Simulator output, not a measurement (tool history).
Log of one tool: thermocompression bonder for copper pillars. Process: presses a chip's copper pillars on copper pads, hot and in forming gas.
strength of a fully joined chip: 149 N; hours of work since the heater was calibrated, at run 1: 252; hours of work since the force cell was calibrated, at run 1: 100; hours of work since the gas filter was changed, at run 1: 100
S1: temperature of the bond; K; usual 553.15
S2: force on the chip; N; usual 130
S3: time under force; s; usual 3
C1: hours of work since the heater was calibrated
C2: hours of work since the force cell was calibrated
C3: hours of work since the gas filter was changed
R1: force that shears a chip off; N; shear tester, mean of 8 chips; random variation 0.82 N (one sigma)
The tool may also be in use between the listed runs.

run,hour,S1,S2,S3,C1,C2,C3,R1
1,0.0,553.15,130,3,252,100,100,105.2
2,62.2,553.15,130,3,289,137,137,105.0
3,119.7,553.15,130,3,322,170,170,104.0
4,173.0,553.15,189,3,353,201,201,125.0
5,215.1,553.15,189,3,378,226,226,125.0
6,272.4,553.15,189,3,412,260,260,124.1
7,311.1,553.15,189,3,434,282,282,122.6
# hour 366.7: forming gas filter changed
8,375.7,553.15,97,3,472,320,5,90.2
9,415.1,538.15,130,3,495,343,28,96.3
10,447.1,553.15,128,3,514,362,47,108.4
11,509.4,553.15,128,3,550,398,83,110.7
12,542.4,553.15,128,3,569,417,103,106.9
13,576.3,553.15,128,3,589,437,123,107.1
# hour 621.7: heater calibrated with a thermocouple chip
14,623.0,553.15,151,3,1,463,149,107.2
15,658.2,553.15,151,3,21,484,169,108.4
16,713.9,553.15,123,3,54,516,202,97.3
17,764.7,533.15,108,2,84,546,232,62.0
18,795.8,557.15,137,2,102,564,250,95.4
19,855.5,526.15,120,4,137,599,285,78.9
# hour 903.9: forming gas filter changed
20,906.6,538.15,161,7,166,629,2,127.4
21,939.8,538.15,161,7,186,648,21,128.9
22,992.3,538.15,161,7,217,679,52,126.3
23,1040.8,538.15,161,7,245,707,80,125.4
24,1078.9,553.15,187,3,267,730,102,126.1
25,1123.1,557.15,186,3,293,756,128,126.8
26,1157.2,557.15,186,3,313,776,148,125.5
27,1189.8,565.15,186,2,332,795,167,122.8
28,1236.8,578.15,167,4,360,822,195,134.2

Forecast each of these 4 alternatives for the next run:
A,1292.0,551.15,103,4,392,854,227,?
B,1292.0,581.15,167,3,392,854,227,?
C,1292.0,530.15,125,3,392,854,227,?
D,1292.0,565.15,95,4,392,854,227,?

run,R1
A,91.8
B,131.0
C,81.0
D,98.8
Without the tool's hidden state the same runs would have given:
run,R1
A,93.7
B,136.8
C,81.9
D,101.5
